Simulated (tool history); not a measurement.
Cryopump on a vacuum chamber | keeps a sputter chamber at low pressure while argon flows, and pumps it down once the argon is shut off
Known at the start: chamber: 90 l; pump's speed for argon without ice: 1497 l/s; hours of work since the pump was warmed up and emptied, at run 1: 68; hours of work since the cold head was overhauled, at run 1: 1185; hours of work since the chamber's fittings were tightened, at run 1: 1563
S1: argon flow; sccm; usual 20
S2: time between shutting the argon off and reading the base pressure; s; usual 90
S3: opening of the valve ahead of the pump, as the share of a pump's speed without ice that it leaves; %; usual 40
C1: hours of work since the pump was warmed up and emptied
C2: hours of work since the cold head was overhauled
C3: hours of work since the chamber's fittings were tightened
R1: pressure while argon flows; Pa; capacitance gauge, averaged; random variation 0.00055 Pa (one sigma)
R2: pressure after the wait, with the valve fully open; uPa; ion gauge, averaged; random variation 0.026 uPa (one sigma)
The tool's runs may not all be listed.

{"run": 1, "hour": 0.0, "S1": 20, "S2": 90, "S3": 40, "C1": 68, "C2": 1185, "C3": 1563, "R1": 0.0581, "R2": 2.88}
{"run": 2, "hour": 46.6, "S1": 20, "S2": 48, "S3": 40, "C1": 104, "C2": 1221, "C3": 1599, "R1": 0.0576, "R2": 3.76}
{"run": 3, "hour": 109.4, "S1": 20, "S2": 90, "S3": 40, "C1": 153, "C2": 1270, "C3": 1648, "R1": 0.0574, "R2": 3.0}
{"run": 4, "hour": 174.7, "S1": 15, "S2": 90, "S3": 40, "C1": 204, "C2": 1321, "C3": 1699, "R1": 0.0445, "R2": 3.07}
{"run": 5, "hour": 245.6, "S1": 15, "S2": 90, "S3": 40, "C1": 260, "C2": 1376, "C3": 1754, "R1": 0.0435, "R2": 3.3}
{"run": 6, "hour": 277.9, "S1": 33, "S2": 90, "S3": 40, "C1": 285, "C2": 1402, "C3": 1779, "R1": 0.0987, "R2": 3.31}
{"run": 7, "hour": 334.4, "S1": 33, "S2": 90, "S3": 40, "C1": 329, "C2": 1446, "C3": 1823, "R1": 0.0973, "R2": 3.32}
{"run": 8, "hour": 381.0, "S1": 15, "S2": 88, "S3": 23, "C1": 365, "C2": 1482, "C3": 1860, "R1": 0.0757, "R2": 3.53}
{"run": 9, "hour": 440.4, "S1": 15, "S2": 88, "S3": 23, "C1": 412, "C2": 1528, "C3": 1906, "R1": 0.0772, "R2": 3.51}
{"run": 10, "hour": 489.0, "S1": 18, "S2": 299, "S3": 16, "C1": 449, "C2": 1566, "C3": 1944, "R1": 0.1303, "R2": 2.88}
{"run": 11, "hour": 544.8, "S1": 17, "S2": 24, "S3": 28, "C1": 493, "C2": 1610, "C3": 1988, "R1": 0.0723, "R2": 6.29}
{"run": 12, "hour": 576.7, "S1": 17, "S2": 146, "S3": 28, "C1": 518, "C2": 1635, "C3": 2012, "R1": 0.0711, "R2": 3.39}

3 ways to go on from here, each from the tool as it stands after run 12. What would each give?
{"run": "A", "hour": 609.9, "S1": 23, "S2": 48, "S3": 25, "C1": 544, "C2": 1661, "C3": 2038, "R1": "?", "R2": "?"}
{"run": "B", "hour": 609.9, "S1": 30, "S2": 90, "S3": 19, "C1": 544, "C2": 1661, "C3": 2038, "R1": "?", "R2": "?"}
{"run": "C", "hour": 609.9, "S1": 29, "S2": 83, "S3": 46, "C1": 544, "C2": 1661, "C3": 2038, "R1": "?", "R2": "?"}

run=A R1=0.1089 R2=4.68
run=B R1=0.1852 R2=3.74
run=C R1=0.0776 R2=3.82
Without the tool's hidden state the same runs would have given:
run=A R1=0.1040 R2=2.01
run=B R1=0.1788 R2=1.14
run=C R1=0.0715 R2=1.20
